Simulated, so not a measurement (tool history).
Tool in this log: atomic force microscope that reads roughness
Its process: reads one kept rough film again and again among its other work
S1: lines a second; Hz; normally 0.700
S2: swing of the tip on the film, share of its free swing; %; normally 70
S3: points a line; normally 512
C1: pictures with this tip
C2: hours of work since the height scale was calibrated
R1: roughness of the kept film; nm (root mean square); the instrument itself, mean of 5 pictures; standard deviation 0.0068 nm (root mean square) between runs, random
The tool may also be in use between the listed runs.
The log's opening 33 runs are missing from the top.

| run | hour | S1 | S2 | S3 | C1 | C2 | R1 |
|---|---|---|---|---|---|---|---|
| 34 | 741.7 | 0.700 | 57 | 512 | 240 | 877 | 1.292 |
| 35 | 757.8 | 0.700 | 57 | 591 | 267 | 889 | 1.276 |
|  | 772.1 | new tip fitted |
| 36 | 781.7 | 2.889 | 74 | 909 | 16 | 905 | 1.209 |
| 37 | 811.9 | 0.700 | 61 | 564 | 67 | 927 | 1.358 |
| 38 | 838.4 | 0.700 | 84 | 505 | 111 | 946 | 1.285 |
| 39 | 860.4 | 0.530 | 84 | 505 | 148 | 962 | 1.292 |
| 40 | 890.8 | 3.410 | 70 | 684 | 199 | 984 | 1.149 |
| 41 | 906.1 | 3.410 | 64 | 355 | 225 | 995 | 1.173 |
| 42 | 933.7 | 1.600 | 81 | 776 | 271 | 1015 | 1.155 |
|  | 947.0 | new tip fitted |
| 43 | 955.3 | 0.700 | 84 | 607 | 14 | 1031 | 1.323 |
| 44 | 971.7 | 0.808 | 55 | 512 | 42 | 1042 | 1.380 |
| 45 | 997.4 | 0.808 | 55 | 512 | 85 | 1061 | 1.361 |
| 46 | 1018.3 | 1.377 | 63 | 450 | 120 | 1076 | 1.302 |
| 47 | 1043.7 | 1.519 | 88 | 519 | 163 | 1094 | 1.138 |
| 48 | 1064.7 | 0.922 | 56 | 377 | 198 | 1110 | 1.295 |

5 ways to go on from here, each from the tool as it stands after run 48. What would each give?
| A | 1085.1 | 1.045 | 75 | 676 | 232 | 1124 | ? |
| B | 1085.1 | 1.450 | 69 | 448 | 232 | 1124 | ? |
| C | 1085.1 | 0.700 | 78 | 512 | 232 | 1124 | ? |
| D | 1085.1 | 1.531 | 70 | 512 | 232 | 1124 | ? |
| E | 1085.1 | 0.922 | 64 | 377 | 232 | 1124 | ? |

| run | R1 |
|---|---|
| A | 1.221 |
| B | 1.227 |
| C | 1.252 |
| D | 1.226 |
| E | 1.270 |
With the hidden condition removed and each run's random variation left untouched, the same runs would have given:
| run | R1 |
|---|---|
| A | 1.319 |
| B | 1.324 |
| C | 1.351 |
| D | 1.323 |
| E | 1.372 |
